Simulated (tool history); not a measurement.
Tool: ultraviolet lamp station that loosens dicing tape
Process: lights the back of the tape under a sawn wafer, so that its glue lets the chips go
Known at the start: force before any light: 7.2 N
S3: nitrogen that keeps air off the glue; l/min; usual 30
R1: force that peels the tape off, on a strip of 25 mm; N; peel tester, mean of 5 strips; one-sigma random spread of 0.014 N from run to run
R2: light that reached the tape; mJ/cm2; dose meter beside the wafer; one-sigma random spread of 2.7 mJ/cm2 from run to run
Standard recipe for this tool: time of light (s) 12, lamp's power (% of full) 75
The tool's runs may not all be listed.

run 1 hour=0 | time_of_light_(s)=12 lamp's_power_(%_of_full)=75 S3=30 | R1=0.741 R2=350
run 2 hour=43.2 | time_of_light_(s)=18 lamp's_power_(%_of_full)=75 S3=30 | R1=0.288 R2=508
run 3 hour=85 | time_of_light_(s)=18 lamp's_power_(%_of_full)=75 S3=30 | R1=0.297 R2=505
run 4 hour=151 | time_of_light_(s)=18 lamp's_power_(%_of_full)=75 S3=30 | R1=0.341 R2=487
run 5 hour=210.7 | time_of_light_(s)=12 lamp's_power_(%_of_full)=65 S3=30 | R1=1.127 R2=274
run 6 hour=259.1 | time_of_light_(s)=18 lamp's_power_(%_of_full)=75 S3=30 | R1=0.357 R2=472
run 7 hour=306.5 | time_of_light_(s)=12 lamp's_power_(%_of_full)=75 S3=30 | R1=0.924 R2=310
run 8 hour=364.3 | time_of_light_(s)=12 lamp's_power_(%_of_full)=75 S3=30 | R1=0.972 R2=301
run 9 hour=450.3 | time_of_light_(s)=12 lamp's_power_(%_of_full)=75 S3=30 | R1=1.056 R2=292
run 10 hour=488.8 | time_of_light_(s)=12 lamp's_power_(%_of_full)=75 S3=32 | R1=0.999 R2=292
run 11 hour=552.1 | time_of_light_(s)=20 lamp's_power_(%_of_full)=75 S3=30 | R1=0.374 R2=463
-- hour=563.6 window cleaned of glue's vapour
run 12 hour=626.8 | time_of_light_(s)=8 lamp's_power_(%_of_full)=75 S3=30 | R1=2.429 R2=160
run 13 hour=681.6 | time_of_light_(s)=8 lamp's_power_(%_of_full)=75 S3=30 | R1=2.517 R2=159
-- hour=703.5 window cleaned of glue's vapour, once more
run 14 hour=725.9 | time_of_light_(s)=16 lamp's_power_(%_of_full)=75 S3=30 | R1=0.437 R2=440
run 15 hour=790.1 | time_of_light_(s)=16 lamp's_power_(%_of_full)=75 S3=30 | R1=0.46 R2=424
run 16 hour=840.5 | time_of_light_(s)=12 lamp's_power_(%_of_full)=75 S3=30 | R1=0.915 R2=314
run 17 hour=920.7 | time_of_light_(s)=12 lamp's_power_(%_of_full)=75 S3=20 | R1=1.3 R2=307
run 18 hour=1000.7 | time_of_light_(s)=12 lamp's_power_(%_of_full)=75 S3=20 | R1=1.401 R2=295
run 19 hour=1051.2 | time_of_light_(s)=9 lamp's_power_(%_of_full)=75 S3=20 | R1=2.08 R2=219
run 20 hour=1122.7 | time_of_light_(s)=12 lamp's_power_(%_of_full)=75 S3=12 | R1=1.918 R2=280
run 21 hour=1177.5 | time_of_light_(s)=12 lamp's_power_(%_of_full)=75 S3=12 | R1=1.974 R2=278
run 22 hour=1222 | time_of_light_(s)=12 lamp's_power_(%_of_full)=75 S3=12 | R1=2.063 R2=270
run 23 hour=1286.3 | time_of_light_(s)=12 lamp's_power_(%_of_full)=75 S3=12 | R1=2.132 R2=262
-- hour=1331 window cleaned of glue's vapour
run 24 hour=1339 | time_of_light_(s)=12 lamp's_power_(%_of_full)=75 S3=12 | R1=1.744 R2=307
run 25 hour=1379.9 | time_of_light_(s)=12 lamp's_power_(%_of_full)=75 S3=12 | R1=1.738 R2=304
run 26 hour=1425.7 | time_of_light_(s)=15 lamp's_power_(%_of_full)=85 S3=27 | R1=0.499 R2=419
run 27 hour=1490 | time_of_light_(s)=15 lamp's_power_(%_of_full)=97 S3=11 | R1=0.919 R2=476
run 28 hour=1547.8 | time_of_light_(s)=10 lamp's_power_(%_of_full)=64 S3=36 | R1=1.731 R2=204
run 29 hour=1595.3 | time_of_light_(s)=10 lamp's_power_(%_of_full)=64 S3=36 | R1=1.704 R2=199
run 30 hour=1681.6 | time_of_light_(s)=21 lamp's_power_(%_of_full)=85 S3=21 | R1=0.362 R2=538
run 31 hour=1717 | time_of_light_(s)=7 lamp's_power_(%_of_full)=64 S3=19 | R1=3.359 R2=129
run 32 hour=1790.3 | time_of_light_(s)=7 lamp's_power_(%_of_full)=64 S3=19 | R1=3.446 R2=133
run 33 hour=1836.7 | time_of_light_(s)=20 lamp's_power_(%_of_full)=75 S3=29 | R1=0.472 R2=427
run 34 hour=1909.9 | time_of_light_(s)=20 lamp's_power_(%_of_full)=75 S3=29 | R1=0.526 R2=414
-- hour=1960.8 window cleaned of glue's vapour
run 35 hour=1960.8 | time_of_light_(s)=11 lamp's_power_(%_of_full)=95 S3=31 | R1=0.774 R2=334
run 36 hour=2048.5 | time_of_light_(s)=8 lamp's_power_(%_of_full)=70 S3=31 | R1=2.208 R2=175
run 37 hour=2107.6 | time_of_light_(s)=7 lamp's_power_(%_of_full)=70 S3=31 | R1=2.678 R2=144
-- hour=2159.6 lamp changed
run 38 hour=2174.6 | time_of_light_(s)=6 lamp's_power_(%_of_full)=77 S3=31 | R1=2.073 R2=177
run 39 hour=2224.8 | time_of_light_(s)=6 lamp's_power_(%_of_full)=77 S3=31 | R1=2.148 R2=177
run 40 hour=2265.5 | time_of_light_(s)=8 lamp's_power_(%_of_full)=75 S3=22 | R1=1.91 R2=223
run 41 hour=2303.2 | time_of_light_(s)=6 lamp's_power_(%_of_full)=75 S3=23 | R1=2.608 R2=166
run 42 hour=2384 | time_of_light_(s)=6 lamp's_power_(%_of_full)=75 S3=23 | R1=2.677 R2=159
run 43 hour=2425.9 | time_of_light_(s)=9 lamp's_power_(%_of_full)=99 S3=29 | R1=0.952 R2=312

Alternative continuations, all from the tool just after run 43; predict every row:
run A hour=2494.3 | time_of_light_(s)=8 lamp's_power_(%_of_full)=99 S3=29 | R1=? R2=?
run B hour=2494.3 | time_of_light_(s)=15 lamp's_power_(%_of_full)=74 S3=25 | R1=? R2=?
run C hour=2494.3 | time_of_light_(s)=10 lamp's_power_(%_of_full)=99 S3=37 | R1=? R2=?

run=A R1=1.196 R2=271
run=B R1=0.676 R2=379
run=C R1=0.659 R2=341
Without the tool's unlogged condition, the same runs would have read:
run=A R1=0.832 R2=329
run=B R1=0.43 R2=461
run=C R1=0.419 R2=415

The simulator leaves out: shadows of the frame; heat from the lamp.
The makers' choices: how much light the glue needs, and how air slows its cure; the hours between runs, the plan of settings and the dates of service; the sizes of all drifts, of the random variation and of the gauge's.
